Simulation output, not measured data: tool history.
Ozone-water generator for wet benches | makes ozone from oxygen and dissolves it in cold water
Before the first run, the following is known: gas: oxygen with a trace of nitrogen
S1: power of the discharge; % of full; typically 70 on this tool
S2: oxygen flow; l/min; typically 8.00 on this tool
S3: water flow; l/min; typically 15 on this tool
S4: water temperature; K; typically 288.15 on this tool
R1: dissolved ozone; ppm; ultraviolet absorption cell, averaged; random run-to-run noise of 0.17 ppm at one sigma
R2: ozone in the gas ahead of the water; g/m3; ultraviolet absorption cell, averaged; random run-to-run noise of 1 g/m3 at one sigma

{"run": 1, "hour": 0.0, "S1": 70, "S2": 8.0, "S3": 15, "S4": 288.15, "R1": 22.9, "R2": 179.6}
{"run": 2, "hour": 70.0, "S1": 70, "S2": 8.0, "S3": 15, "S4": 288.15, "R1": 22.8, "R2": 180.0}
{"run": 3, "hour": 132.8, "S1": 70, "S2": 8.0, "S3": 15, "S4": 288.15, "R1": 22.8, "R2": 180.1}
{"run": 4, "hour": 222.4, "S1": 70, "S2": 8.0, "S3": 15, "S4": 288.15, "R1": 22.7, "R2": 179.5}
{"run": 5, "hour": 292.2, "S1": 70, "S2": 8.0, "S3": 15, "S4": 288.15, "R1": 22.5, "R2": 178.9}
{"run": 6, "hour": 397.9, "S1": 70, "S2": 8.0, "S3": 15, "S4": 288.15, "R1": 22.9, "R2": 179.3}
{"run": 7, "hour": 496.9, "S1": 70, "S2": 8.0, "S3": 15, "S4": 288.15, "R1": 22.8, "R2": 178.0}
{"run": 8, "hour": 589.3, "S1": 70, "S2": 8.0, "S3": 15, "S4": 288.15, "R1": 23.2, "R2": 178.3}
{"run": 9, "hour": 673.7, "S1": 70, "S2": 8.37, "S3": 15, "S4": 288.15, "R1": 23.0, "R2": 174.9}
{"run": 10, "hour": 759.7, "S1": 70, "S2": 8.37, "S3": 15, "S4": 288.15, "R1": 22.7, "R2": 172.6}
{"run": 11, "hour": 812.3, "S1": 70, "S2": 8.0, "S3": 15, "S4": 288.15, "R1": 23.0, "R2": 178.0}
{"run": 12, "hour": 875.1, "S1": 70, "S2": 8.0, "S3": 15, "S4": 288.15, "R1": 22.9, "R2": 176.6}
{"run": 13, "hour": 932.8, "S1": 70, "S2": 8.0, "S3": 14, "S4": 288.15, "R1": 23.9, "R2": 175.3}
{"run": 14, "hour": 1010.3, "S1": 70, "S2": 8.0, "S3": 14, "S4": 288.15, "R1": 23.9, "R2": 174.8}
{"hour": 1067.5, "done": "gauge calibrated"}
{"run": 15, "hour": 1094.8, "S1": 70, "S2": 5.4, "S3": 15, "S4": 288.15, "R1": 22.6, "R2": 212.6}
{"run": 16, "hour": 1161.1, "S1": 70, "S2": 5.4, "S3": 15, "S4": 288.15, "R1": 22.9, "R2": 214.4}

Expected results for the next run?
{"run": 17, "hour": 1237.7, "S1": 83, "S2": 14.36, "S3": 15, "S4": 291.15, "R1": "?", "R2": "?"}

Run 17 gave R1 23.9 ppm, R2 165.6 g/m3.
Were there no unlogged condition in the tool, this run, its random variation unchanged, would have produced R1 23.9 ppm, R2 166.5 g/m3.
